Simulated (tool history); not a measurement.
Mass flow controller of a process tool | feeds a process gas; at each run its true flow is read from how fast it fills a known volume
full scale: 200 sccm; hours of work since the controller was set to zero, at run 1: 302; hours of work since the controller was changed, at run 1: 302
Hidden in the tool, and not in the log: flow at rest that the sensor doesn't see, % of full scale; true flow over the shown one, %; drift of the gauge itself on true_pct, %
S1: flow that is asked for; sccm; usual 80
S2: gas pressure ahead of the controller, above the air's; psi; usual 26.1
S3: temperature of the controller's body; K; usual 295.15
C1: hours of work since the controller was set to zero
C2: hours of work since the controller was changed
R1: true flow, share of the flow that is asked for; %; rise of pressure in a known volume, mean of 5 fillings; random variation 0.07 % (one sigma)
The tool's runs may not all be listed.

{"run": 1, "hour": 0.0, "S1": 80, "S2": 26.1, "S3": 295.15, "C1": 302, "C2": 302, "R1": 97.81}
{"run": 2, "hour": 239.4, "S1": 80, "S2": 28.6, "S3": 295.15, "C1": 441, "C2": 441, "R1": 97.56}
{"run": 3, "hour": 395.8, "S1": 80, "S2": 26.1, "S3": 295.15, "C1": 532, "C2": 532, "R1": 97.62}
{"run": 4, "hour": 567.4, "S1": 30, "S2": 26.1, "S3": 295.15, "C1": 631, "C2": 631, "R1": 95.46}
{"run": 5, "hour": 923.9, "S1": 30, "S2": 26.1, "S3": 295.15, "C1": 838, "C2": 838, "R1": 94.88}
{"run": 6, "hour": 1257.4, "S1": 30, "S2": 26.1, "S3": 295.15, "C1": 1031, "C2": 1031, "R1": 94.63}
{"run": 7, "hour": 1526.7, "S1": 30, "S2": 26.1, "S3": 295.15, "C1": 1187, "C2": 1187, "R1": 94.16}
{"run": 8, "hour": 1711.2, "S1": 80, "S2": 26.1, "S3": 295.15, "C1": 1294, "C2": 1294, "R1": 96.55}
{"hour": 1733.7, "done": "controller's zero set anew"}
{"run": 9, "hour": 1965.3, "S1": 80, "S2": 26.1, "S3": 295.15, "C1": 134, "C2": 1441, "R1": 96.14}
{"run": 10, "hour": 2321.8, "S1": 80, "S2": 26.1, "S3": 295.15, "C1": 341, "C2": 1647, "R1": 95.83}
{"run": 11, "hour": 2506.2, "S1": 80, "S2": 20.9, "S3": 295.15, "C1": 448, "C2": 1754, "R1": 95.89}
{"run": 12, "hour": 2861.0, "S1": 80, "S2": 20.9, "S3": 295.15, "C1": 653, "C2": 1960, "R1": 95.42}
{"run": 13, "hour": 3094.0, "S1": 80, "S2": 26.1, "S3": 300.15, "C1": 788, "C2": 2095, "R1": 94.73}
{"hour": 3340.6, "done": "controller's zero set anew, once more"}
{"run": 14, "hour": 3421.0, "S1": 80, "S2": 29.6, "S3": 300.15, "C1": 47, "C2": 2284, "R1": 96.37}
{"run": 15, "hour": 3702.0, "S1": 80, "S2": 29.6, "S3": 300.15, "C1": 209, "C2": 2447, "R1": 96.17}
{"run": 16, "hour": 4005.6, "S1": 163, "S2": 37.1, "S3": 295.15, "C1": 385, "C2": 2623, "R1": 97.42}
{"run": 17, "hour": 4206.9, "S1": 80, "S2": 25.7, "S3": 295.15, "C1": 502, "C2": 2739, "R1": 96.28}
{"run": 18, "hour": 4555.4, "S1": 37, "S2": 38, "S3": 303.15, "C1": 704, "C2": 2941, "R1": 93.64}
{"run": 19, "hour": 4767.7, "S1": 80, "S2": 36.1, "S3": 295.15, "C1": 827, "C2": 3064, "R1": 95.55}
{"run": 20, "hour": 5089.6, "S1": 51, "S2": 37.3, "S3": 295.15, "C1": 1013, "C2": 3251, "R1": 94.28}
{"run": 21, "hour": 5446.1, "S1": 22, "S2": 39.2, "S3": 303.15, "C1": 1220, "C2": 3457, "R1": 90.52}
{"run": 22, "hour": 5785.4, "S1": 22, "S2": 30, "S3": 305.15, "C1": 1417, "C2": 3654, "R1": 89.97}

3 ways to go on from here, each from the tool as it stands after run 22. What would each give?
{"run": "A", "hour": 5963.2, "S1": 80, "S2": 26.1, "S3": 301.15, "C1": 1520, "C2": 3757, "R1": "?"}
{"run": "B", "hour": 5963.2, "S1": 185, "S2": 30, "S3": 305.15, "C1": 1520, "C2": 3757, "R1": "?"}
{"run": "C", "hour": 5963.2, "S1": 45, "S2": 21.8, "S3": 298.15, "C1": 1520, "C2": 3757, "R1": "?"}

run=A R1=94.4
run=B R1=96.16
run=C R1=93.31
Without the tool's hidden state the same runs would have given:
run=A R1=98.11
run=B R1=99.17
run=C R1=97.97
